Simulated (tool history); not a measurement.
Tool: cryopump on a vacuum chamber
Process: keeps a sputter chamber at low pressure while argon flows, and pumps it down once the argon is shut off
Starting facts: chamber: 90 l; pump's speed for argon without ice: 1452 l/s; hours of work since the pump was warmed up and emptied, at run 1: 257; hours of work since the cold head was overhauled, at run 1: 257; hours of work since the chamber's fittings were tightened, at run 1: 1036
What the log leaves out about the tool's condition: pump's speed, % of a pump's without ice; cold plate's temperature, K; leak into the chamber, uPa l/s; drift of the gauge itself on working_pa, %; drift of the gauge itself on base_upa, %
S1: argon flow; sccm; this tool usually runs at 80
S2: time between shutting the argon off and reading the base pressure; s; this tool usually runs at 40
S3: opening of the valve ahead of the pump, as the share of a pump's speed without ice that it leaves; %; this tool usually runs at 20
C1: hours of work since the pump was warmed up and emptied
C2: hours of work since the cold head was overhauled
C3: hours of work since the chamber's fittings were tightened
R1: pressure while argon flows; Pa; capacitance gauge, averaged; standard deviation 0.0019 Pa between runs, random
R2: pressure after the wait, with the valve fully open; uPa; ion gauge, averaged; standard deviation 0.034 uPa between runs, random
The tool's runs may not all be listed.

Run 1, hour 0.0: usual settings; C1 257; C2 257; C3 1036. Result: R1 0.4699 Pa, R2 2.65 uPa.
Run 2, hour 14.0: usual settings; C1 266; C2 266; C3 1045. Result: R1 0.4751 Pa, R2 2.52 uPa.
Run 3, hour 34.0: usual settings; C1 280; C2 280; C3 1059. Result: R1 0.4724 Pa, R2 2.52 uPa.
Run 4, hour 53.3: usual settings but S2 64 s; C1 293; C2 293; C3 1072. Result: R1 0.4723 Pa, R2 1.95 uPa.
Run 5, hour 64.8: usual settings but S2 64 s; C1 301; C2 301; C3 1080. Result: R1 0.4714 Pa, R2 1.98 uPa.
Run 6, hour 74.9: usual settings but S2 64 s; C1 308; C2 308; C3 1087. Result: R1 0.4721 Pa, R2 2.01 uPa.
Run 7, hour 94.5: usual settings but S1 99 sccm; C1 321; C2 321; C3 1100. Result: R1 0.5898 Pa, R2 2.58 uPa.
Run 8, hour 116.2: usual settings but S1 99 sccm; C1 336; C2 336; C3 1114. Result: R1 0.5847 Pa, R2 2.61 uPa.
Run 9, hour 131.0: usual settings but S1 99 sccm; C1 346; C2 346; C3 1124. Result: R1 0.5855 Pa, R2 2.65 uPa.
Run 10, hour 142.4: usual settings; C1 353; C2 353; C3 1132. Result: R1 0.4735 Pa, R2 2.58 uPa.
Run 11, hour 164.8: usual settings; C1 368; C2 368; C3 1147. Result: R1 0.4728 Pa, R2 2.70 uPa.
Run 12, hour 177.6: usual settings; C1 377; C2 377; C3 1156. Result: R1 0.4763 Pa, R2 2.64 uPa.
Run 13, hour 189.4: usual settings; C1 385; C2 385; C3 1164. Result: R1 0.4746 Pa, R2 2.65 uPa.
Run 14, hour 212.2: usual settings but S3 42 %; C1 401; C2 401; C3 1179. Result: R1 0.2302 Pa, R2 2.67 uPa.
Run 15, hour 231.3: usual settings but S3 42 %; C1 413; C2 413; C3 1192. Result: R1 0.2328 Pa, R2 2.63 uPa.
Run 16, hour 244.8: usual settings but S2 132 s; C1 423; C2 423; C3 1201. Result: R1 0.4756 Pa, R2 1.59 uPa.
Run 17, hour 267.1: usual settings but S2 132 s; C1 438; C2 438; C3 1217. Result: R1 0.4780 Pa, R2 1.62 uPa.
Run 18, hour 287.3: usual settings but S2 132 s; C1 451; C2 451; C3 1230. Result: R1 0.4774 Pa, R2 1.58 uPa.
Run 19, hour 297.2: usual settings but S1 38 sccm, S2 79 s, S3 17 %; C1 458; C2 458; C3 1237. Result: R1 0.2645 Pa, R2 1.99 uPa.

Expected results for the next run?
Run 20, hour 320.2: usual settings but S1 35 sccm, S2 156 s; C1 474; C2 474; C3 1252. Result: R1 ?, R2 ?.

{"run 20": {"R1": 0.2068, "R2": 1.5}}
Had the tool carried no hidden state, the very same run would have given R1 0.2019 Pa, R2 0.60 uPa.
